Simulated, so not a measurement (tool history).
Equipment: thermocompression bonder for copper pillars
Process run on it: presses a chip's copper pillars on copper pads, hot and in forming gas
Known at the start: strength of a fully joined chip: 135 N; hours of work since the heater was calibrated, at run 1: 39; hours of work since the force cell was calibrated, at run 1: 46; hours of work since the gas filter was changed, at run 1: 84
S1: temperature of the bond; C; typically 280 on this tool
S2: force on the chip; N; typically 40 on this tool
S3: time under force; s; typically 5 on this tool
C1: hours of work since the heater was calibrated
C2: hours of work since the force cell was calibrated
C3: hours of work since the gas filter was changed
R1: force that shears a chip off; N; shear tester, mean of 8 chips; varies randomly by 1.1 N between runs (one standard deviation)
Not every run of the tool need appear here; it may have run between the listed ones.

| run | hour | S1 | S2 | S3 | C1 | C2 | C3 | R1 |
|---|---|---|---|---|---|---|---|---|
| 1 | 0.0 | 280 | 40 | 5 | 39 | 46 | 84 | 94.6 |
| 2 | 11.4 | 280 | 40 | 4 | 44 | 51 | 89 | 89.1 |
| 3 | 19.8 | 280 | 40 | 4 | 48 | 55 | 93 | 90.1 |
| 4 | 27.9 | 280 | 40 | 5 | 52 | 59 | 96 | 95.8 |
| 5 | 41.1 | 280 | 40 | 5 | 57 | 64 | 102 | 94.6 |
| 6 | 55.2 | 280 | 40 | 10 | 64 | 71 | 108 | 110.4 |
| 7 | 62.3 | 280 | 40 | 5 | 67 | 74 | 111 | 94.1 |
| 8 | 78.0 | 280 | 40 | 5 | 74 | 81 | 118 | 93.7 |
|  | 80.4 | forming gas filter changed |
| 9 | 90.6 | 280 | 40 | 5 | 79 | 86 | 4 | 94.7 |
| 10 | 100.3 | 280 | 40 | 5 | 83 | 90 | 9 | 95.5 |
| 11 | 114.8 | 280 | 40 | 3 | 90 | 97 | 15 | 83.3 |
| 12 | 128.7 | 280 | 40 | 3 | 96 | 103 | 21 | 81.5 |
| 13 | 142.1 | 280 | 40 | 3 | 102 | 109 | 27 | 82.0 |
| 14 | 148.8 | 280 | 40 | 3 | 105 | 112 | 30 | 81.2 |
| 15 | 159.4 | 280 | 55 | 5 | 109 | 116 | 35 | 114.0 |
| 16 | 171.6 | 280 | 55 | 5 | 115 | 122 | 40 | 113.5 |
| 17 | 183.1 | 280 | 53 | 5 | 120 | 127 | 45 | 112.2 |
| 18 | 199.1 | 280 | 53 | 5 | 127 | 134 | 52 | 111.9 |
| 19 | 208.8 | 252 | 48 | 13 | 131 | 138 | 57 | 103.2 |
| 20 | 222.0 | 282 | 58 | 5 | 137 | 144 | 62 | 117.3 |
| 21 | 230.6 | 282 | 46 | 3 | 141 | 148 | 66 | 95.2 |
| 22 | 238.8 | 282 | 46 | 3 | 144 | 151 | 70 | 93.5 |
| 23 | 254.2 | 282 | 46 | 3 | 151 | 158 | 77 | 94.5 |
| 24 | 270.1 | 280 | 35 | 6 | 158 | 165 | 84 | 89.8 |
| 25 | 277.6 | 296 | 35 | 4 | 161 | 168 | 87 | 93.2 |
| 26 | 285.4 | 296 | 35 | 4 | 165 | 172 | 90 | 93.5 |
| 27 | 297.1 | 303 | 40 | 3 | 170 | 177 | 95 | 100.1 |
| 28 | 304.1 | 268 | 39 | 5 | 173 | 180 | 98 | 81.5 |
| 29 | 315.7 | 280 | 52 | 6 | 178 | 185 | 104 | 113.7 |
| 30 | 326.3 | 280 | 52 | 6 | 183 | 190 | 108 | 115.3 |
| 31 | 342.1 | 287 | 44 | 5 | 190 | 197 | 115 | 107.7 |

Consider 4 possible next runs. They are alternatives, not a sequence: every one starts from the tool as it was left by run 31. What does each give?
| A | 349.3 | 287 | 33 | 10 | 193 | 200 | 118 | ? |
| B | 349.3 | 280 | 39 | 3 | 193 | 200 | 118 | ? |
| C | 349.3 | 288 | 51 | 5 | 193 | 200 | 118 | ? |
| D | 349.3 | 303 | 33 | 9 | 193 | 200 | 118 | ? |

| run | R1 |
|---|---|
| A | 105.4 |
| B | 79.9 |
| C | 116.7 |
| D | 111.2 |
What these runs would have given with no unlogged condition in the tool:
| run | R1 |
|---|---|
| A | 105.7 |
| B | 80.2 |
| C | 117.0 |
| D | 111.5 |
